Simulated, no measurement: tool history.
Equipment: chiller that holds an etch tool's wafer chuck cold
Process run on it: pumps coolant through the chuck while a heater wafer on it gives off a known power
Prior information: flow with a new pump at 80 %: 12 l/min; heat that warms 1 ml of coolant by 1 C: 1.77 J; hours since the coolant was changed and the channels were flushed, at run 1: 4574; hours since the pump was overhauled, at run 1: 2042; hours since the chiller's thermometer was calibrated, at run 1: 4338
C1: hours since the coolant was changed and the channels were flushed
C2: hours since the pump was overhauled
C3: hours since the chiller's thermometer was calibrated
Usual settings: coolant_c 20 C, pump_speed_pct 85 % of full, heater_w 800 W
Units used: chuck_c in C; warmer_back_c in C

Run 1, hour 0.0: usual settings; C1 4574; C2 2042; C3 4338. Result: chuck_c 29.2 C, warmer_back_c 2.23 C.
Run 2, hour 80.4: usual settings; C1 4654; C2 2122; C3 4418. Result: chuck_c 29.2 C, warmer_back_c 2.20 C.
At hour 102.7: coolant changed, channels flushed.
Run 3, hour 124.5: usual settings; C1 22; C2 2160; C3 4457. Result: chuck_c 27.5 C, warmer_back_c 2.22 C.
Run 4, hour 193.7: usual settings; C1 91; C2 2229; C3 4526. Result: chuck_c 27.6 C, warmer_back_c 2.24 C.
Run 5, hour 245.2: usual settings but heater_w 590 W; C1 142; C2 2281; C3 4577. Result: chuck_c 25.5 C, warmer_back_c 1.60 C.
Run 6, hour 288.6: usual settings but pump_speed_pct 84 % of full; C1 186; C2 2324; C3 4621. Result: chuck_c 27.6 C, warmer_back_c 2.26 C.

Estimate the outcome of run 7 from the log above:
Run 7, hour 350.1: usual settings but pump_speed_pct 84 % of full; C1 247; C2 2386; C3 4682. Result: chuck_c ?, warmer_back_c ?.

chuck_c: 27.9 C
warmer_back_c: 2.23 C
On a tool with no hidden condition, and with the same random variation, this run would have come out at chuck_c 27.9 C, warmer_back_c 2.12 C.
